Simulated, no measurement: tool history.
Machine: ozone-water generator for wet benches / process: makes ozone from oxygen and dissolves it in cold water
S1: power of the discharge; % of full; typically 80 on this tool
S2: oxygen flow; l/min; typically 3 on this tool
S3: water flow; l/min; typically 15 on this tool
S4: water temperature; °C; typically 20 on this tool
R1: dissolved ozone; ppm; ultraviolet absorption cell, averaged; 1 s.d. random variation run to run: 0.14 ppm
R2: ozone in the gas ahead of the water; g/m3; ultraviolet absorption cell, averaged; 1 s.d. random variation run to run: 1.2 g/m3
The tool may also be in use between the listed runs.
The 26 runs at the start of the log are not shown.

| run | hour | S1 | S2 | S3 | S4 | R1 | R2 |
|---|---|---|---|---|---|---|---|
| 27 | 2449.5 | 91 | 3.9 | 13 | 17 | 18.9 | 198.2 |
| 28 | 2556.8 | 51 | 1.85 | 15 | 20 | 10.3 | 203.2 |
| 29 | 2677.6 | 78 | 3 | 15 | 12 | 15.9 | 206.5 |
| 30 | 2776.6 | 78 | 3 | 15 | 20 | 14.3 | 206.3 |
| 31 | 2905.1 | 78 | 3 | 11 | 14 | 20.7 | 206.9 |
| 32 | 3006.5 | 78 | 3 | 11 | 14 | 20.7 | 205 |
| 33 | 3098.3 | 60 | 3 | 13 | 17 | 13.9 | 170.1 |
| 34 | 3180.5 | 52 | 3 | 13 | 17 | 12.7 | 150.8 |

Alternative continuations, all from the tool just after run 34; predict every row:
| A | 3284.6 | 42 | 2.63 | 13 | 22 | ? | ? |
| B | 3284.6 | 80 | 3 | 15 | 13 | ? | ? |
| C | 3284.6 | 91 | 3 | 15 | 15 | ? | ? |

| run | R1 | R2 |
|---|---|---|
| A | 10 | 140 |
| B | 15.9 | 209.1 |
| C | 16.9 | 229.4 |
The same runs, with their run-to-run variation unchanged, on a tool lacking any hidden condition would have given:
| run | R1 | R2 |
|---|---|---|
| A | 10.8 | 146.9 |
| B | 17.9 | 228.6 |
| C | 19.3 | 252.7 |
